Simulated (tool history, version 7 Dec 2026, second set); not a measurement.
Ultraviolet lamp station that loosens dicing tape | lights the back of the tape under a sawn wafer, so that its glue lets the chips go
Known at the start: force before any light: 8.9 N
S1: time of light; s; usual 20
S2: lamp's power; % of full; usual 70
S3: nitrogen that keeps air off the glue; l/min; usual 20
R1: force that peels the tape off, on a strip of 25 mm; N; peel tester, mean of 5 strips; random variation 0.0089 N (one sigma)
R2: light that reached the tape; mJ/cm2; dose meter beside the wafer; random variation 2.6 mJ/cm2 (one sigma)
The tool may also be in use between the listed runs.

Run 1, hour 0: usual settings. Result: R1 0.573 N, R2 279 mJ/cm2.
At hour 29.8: window cleaned of glue's vapour.
Run 2, hour 61.5: usual settings. Result: R1 0.911 N, R2 225 mJ/cm2.
Run 3, hour 122.2: usual settings. Result: R1 0.977 N, R2 220 mJ/cm2.
Run 4, hour 168.4: usual settings but S2 90 % of full. Result: R1 0.563 N, R2 274 mJ/cm2.
Run 5, hour 227: usual settings but S1 14 s, S2 90 % of full. Result: R1 1.38 N, R2 183 mJ/cm2.
Run 6, hour 279.3: usual settings but S2 87 % of full. Result: R1 0.789 N, R2 243 mJ/cm2.
At hour 299.6: window cleaned of glue's vapour, once more.
Run 7, hour 326.1: usual settings but S1 28 s. Result: R1 0.204 N, R2 437 mJ/cm2.
Run 8, hour 362.4: usual settings but S1 28 s. Result: R1 0.21 N, R2 424 mJ/cm2.
Run 9, hour 411.9: usual settings but S1 28 s, S3 38 l/min. Result: R1 0.157 N, R2 414 mJ/cm2.
Run 10, hour 473.1: usual settings but S1 28 s, S3 38 l/min. Result: R1 0.166 N, R2 402 mJ/cm2.
Run 11, hour 519.7: usual settings but S1 28 s, S3 38 l/min. Result: R1 0.178 N, R2 392 mJ/cm2.
Run 12, hour 574.1: usual settings but S1 28 s, S3 38 l/min. Result: R1 0.184 N, R2 373 mJ/cm2.
Run 13, hour 643.4: usual settings but S1 28 s, S3 38 l/min. Result: R1 0.195 N, R2 367 mJ/cm2.
Run 14, hour 681.4: usual settings but S1 28 s, S3 38 l/min. Result: R1 0.212 N, R2 349 mJ/cm2.
Run 15, hour 734.4: usual settings. Result: R1 0.795 N, R2 244 mJ/cm2.
At hour 772.3: window cleaned of glue's vapour.
Run 16, hour 772.3: usual settings. Result: R1 0.518 N, R2 290 mJ/cm2.
Run 17, hour 802.7: usual settings. Result: R1 0.553 N, R2 283 mJ/cm2.
Run 18, hour 864: usual settings. Result: R1 0.606 N, R2 278 mJ/cm2.
Run 19, hour 924: usual settings. Result: R1 0.66 N, R2 266 mJ/cm2.
Run 20, hour 969.8: usual settings. Result: R1 0.685 N, R2 259 mJ/cm2.
Run 21, hour 1042: usual settings. Result: R1 0.766 N, R2 238 mJ/cm2.
Run 22, hour 1099.8: usual settings. Result: R1 0.828 N, R2 237 mJ/cm2.
Run 23, hour 1153.2: usual settings but S1 24 s, S2 94 % of full. Result: R1 0.28 N, R2 367 mJ/cm2.
Run 24, hour 1205.8: usual settings but S1 16 s, S2 91 % of full, S3 12 l/min. Result: R1 1.285 N, R2 229 mJ/cm2.
At hour 1244.9: window cleaned of glue's vapour.
Run 25, hour 1272.4: usual settings but S2 69 % of full, S3 21 l/min. Result: R1 0.677 N, R2 258 mJ/cm2.
Run 26, hour 1305.6: usual settings but S2 69 % of full, S3 21 l/min. Result: R1 0.713 N, R2 249 mJ/cm2.
Run 27, hour 1360.5: usual settings but S1 16 s, S2 83 % of full, S3 32 l/min. Result: R1 0.599 N, R2 233 mJ/cm2.
Run 28, hour 1400.1: usual settings but S1 16 s, S2 83 % of full, S3 32 l/min. Result: R1 0.626 N, R2 227 mJ/cm2.
Run 29, hour 1430.2: usual settings but S1 39 s, S2 88 % of full. Result: R1 0.134 N, R2 572 mJ/cm2.
Run 30, hour 1502.2: usual settings but S1 39 s, S2 88 % of full. Result: R1 0.146 N, R2 553 mJ/cm2.
Run 31, hour 1554.7: usual settings but S1 39 s, S2 88 % of full. Result: R1 0.144 N, R2 531 mJ/cm2.
Run 32, hour 1594: usual settings but S1 39 s, S2 88 % of full. Result: R1 0.149 N, R2 516 mJ/cm2.
Run 33, hour 1642.9: usual settings but S3 6 l/min. Result: R1 2.426 N, R2 205 mJ/cm2.
Run 34, hour 1711.4: usual settings but S3 6 l/min. Result: R1 2.586 N, R2 194 mJ/cm2.
At hour 1719.5: window cleaned of glue's vapour.
Run 35, hour 1746.9: usual settings but S3 6 l/min. Result: R1 2.105 N, R2 233 mJ/cm2.
Run 36, hour 1819.1: usual settings but S1 33 s, S2 65 % of full. Result: R1 0.357 N, R2 336 mJ/cm2.
Run 37, hour 1855.3: usual settings but S1 34 s, S2 65 % of full, S3 15 l/min. Result: R1 0.447 N, R2 339 mJ/cm2.
Run 38, hour 1904.3: usual settings but S2 98 % of full, S3 17 l/min. Result: R1 0.589 N, R2 296 mJ/cm2.
Run 39, hour 1957.9: usual settings but S2 98 % of full, S3 17 l/min. Result: R1 0.642 N, R2 281 mJ/cm2.
Run 40, hour 2021: usual settings but S2 98 % of full, S3 17 l/min. Result: R1 0.71 N, R2 273 mJ/cm2.
Run 41, hour 2091.4: usual settings but S2 98 % of full, S3 17 l/min. Result: R1 0.828 N, R2 258 mJ/cm2.
Run 42, hour 2156.5: usual settings but S2 98 % of full, S3 17 l/min. Result: R1 0.864 N, R2 244 mJ/cm2.
At hour 2193.9: window cleaned of glue's vapour.
Run 43, hour 2224.8: usual settings but S2 98 % of full, S3 17 l/min. Result: R1 0.649 N, R2 281 mJ/cm2.

4 ways to go on from here, each from the tool as it stands after run 43. What would each give?
Run A, hour 2254.2: usual settings but S2 98 % of full, S3 18 l/min. Result: R1 ?, R2 ?.
Run B, hour 2254.2: usual settings but S1 15 s, S2 79 % of full, S3 28 l/min. Result: R1 ?, R2 ?.
Run C, hour 2254.2: usual settings but S1 12 s, S2 98 % of full, S3 8 l/min. Result: R1 ?, R2 ?.
Run D, hour 2254.2: usual settings but S1 12 s, S3 14 l/min. Result: R1 ?, R2 ?.

run     R1   R2
  A  0.637  273
  B  1.311  167
  C   2.73  164
  D   2.94  117
Without the tool's hidden state the same runs would have given:
run     R1   R2
  A  0.192  461
  B  0.419  281
  C  1.239  278
  D   1.44  198

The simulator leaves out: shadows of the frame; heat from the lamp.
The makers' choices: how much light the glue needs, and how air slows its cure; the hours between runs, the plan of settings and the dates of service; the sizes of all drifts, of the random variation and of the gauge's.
